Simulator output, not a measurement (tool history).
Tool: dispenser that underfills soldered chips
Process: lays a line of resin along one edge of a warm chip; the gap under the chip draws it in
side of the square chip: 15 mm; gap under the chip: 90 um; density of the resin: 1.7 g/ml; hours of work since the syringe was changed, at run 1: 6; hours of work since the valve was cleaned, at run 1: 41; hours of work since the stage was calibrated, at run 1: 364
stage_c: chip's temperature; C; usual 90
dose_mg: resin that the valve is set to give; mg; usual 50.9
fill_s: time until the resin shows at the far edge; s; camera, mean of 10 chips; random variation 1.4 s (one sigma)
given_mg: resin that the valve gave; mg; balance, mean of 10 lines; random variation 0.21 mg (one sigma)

run	hour	stage_c	dose_mg	hours of work since the syringe was changed	hours of work since the valve was cleaned	hours of work since the stage was calibrated	fill_s	given_mg
1	0.0	90	50.9	6	41	364	206.3	49.16
# hour 5.6: new syringe of resin
2	5.9	90	50.9	0	44	367	137.1	49.31
3	17.8	90	50.9	8	52	375	251.3	48.81
# hour 19.9: new syringe of resin
4	28.6	92	50.9	6	59	382	188.1	48.57
# hour 33.9: new syringe of resin
5	40.1	92	50.9	4	66	389	171.0	48.12
# hour 48.2: new syringe of resin
6	54.3	92	50.9	4	75	399	173.0	48.12
# hour 62.5: new syringe of resin
7	66.8	90	50.9	3	83	407	169.1	47.21
# hour 70.8: dispensing valve cleaned and set on the balance
8	73.7	90	50.9	7	2	410	222.3	51.24
# hour 77.2: new syringe of resin
9	81.7	90	50.9	3	7	415	166.6	50.76
# hour 90.9: new syringe of resin
10	95.6	90	50.9	3	16	424	168.8	50.06
11	101.8	90	50.9	7	20	428	235.3	50.18
# hour 105.4: new syringe of resin
12	114.3	90	50.9	6	28	436	212.8	49.68
# hour 119.5: new syringe of resin
13	120.2	90	47.2	1	32	440	142.1	46.03
14	128.6	90	50.9	6	37	446	211.2	49.62
# hour 133.3: new syringe of resin
15	135.5	90	50.9	1	41	450	151.7	48.85
# hour 147.5: new syringe of resin
16	149.6	90	47.2	1	50	459	154.1	45.29
17	157.4	90	50.9	7	56	464	216.7	48.16
# hour 161.3: new syringe of resin
18	164.3	84	44.5	2	60	468	200.0	42.26
19	172.8	84	44.5	8	65	474	317.0	42.06
# hour 175.1: new syringe of resin
20	181.2	102	54.1	4	71	479	116.1	50.60
21	187.1	78	43.5	8	75	483	414.0	40.53
# hour 189.6: new syringe of resin
22	200.8	102	60.6	7	83	492	150.6	56.48
# hour 203.3: new syringe of resin
# hour 205.0: dispensing valve cleaned and set on the balance
23	213.9	102	60.6	6	6	500	133.6	60.22
# hour 218.4: new syringe of resin
24	227.4	98	50.5	6	14	508	153.1	49.92
# hour 232.6: new syringe of resin
25	239.2	98	50.5	4	22	516	133.0	49.24
# hour 246.6: new syringe of resin
26	248.3	98	50.5	1	28	522	105.0	49.44
27	259.6	85	63.1	9	35	529	295.0	61.11
# hour 260.9: new syringe of resin
28	268.4	85	63.1	5	41	535	227.0	60.86
# hour 275.4: new syringe of resin
29	275.4	85	63.1	0	45	539	158.5	60.73
30	286.9	81	66.2	7	53	546	330.5	63.46
# hour 289.9: new syringe of resin
31	296.0	79	45.5	4	58	552	291.9	43.18
# hour 303.7: new syringe of resin
32	308.7	84	48.7	3	67	560	217.5	46.48
# hour 317.6: new syringe of resin
33	321.3	84	48.7	2	75	568	205.8	45.63
# hour 331.6: new syringe of resin
34	331.6	84	48.7	0	81	575	167.8	45.82

4 ways to go on from here, each from the tool as it stands after run 34. What would each give?
# hour 339.2: dispensing valve cleaned and set on the balance
A	342.2	82	46.2	6	2	581	?	?
# hour 339.2: dispensing valve cleaned and set on the balance
B	342.2	104	44.6	6	2	581	?	?
# hour 339.2: dispensing valve cleaned and set on the balance
C	342.2	83	48.7	6	2	581	?	?
# hour 339.2: dispensing valve cleaned and set on the balance
D	342.2	90	51.6	6	2	581	?	?

run	fill_s	given_mg
A	294.5	46.64
B	128.0	44.76
C	277.2	48.90
D	210.9	51.97
Without the tool's hidden state the same runs would have given:
run	fill_s	given_mg
A	198.2	46.64
B	85.2	44.76
C	186.3	48.90
D	141.4	51.97
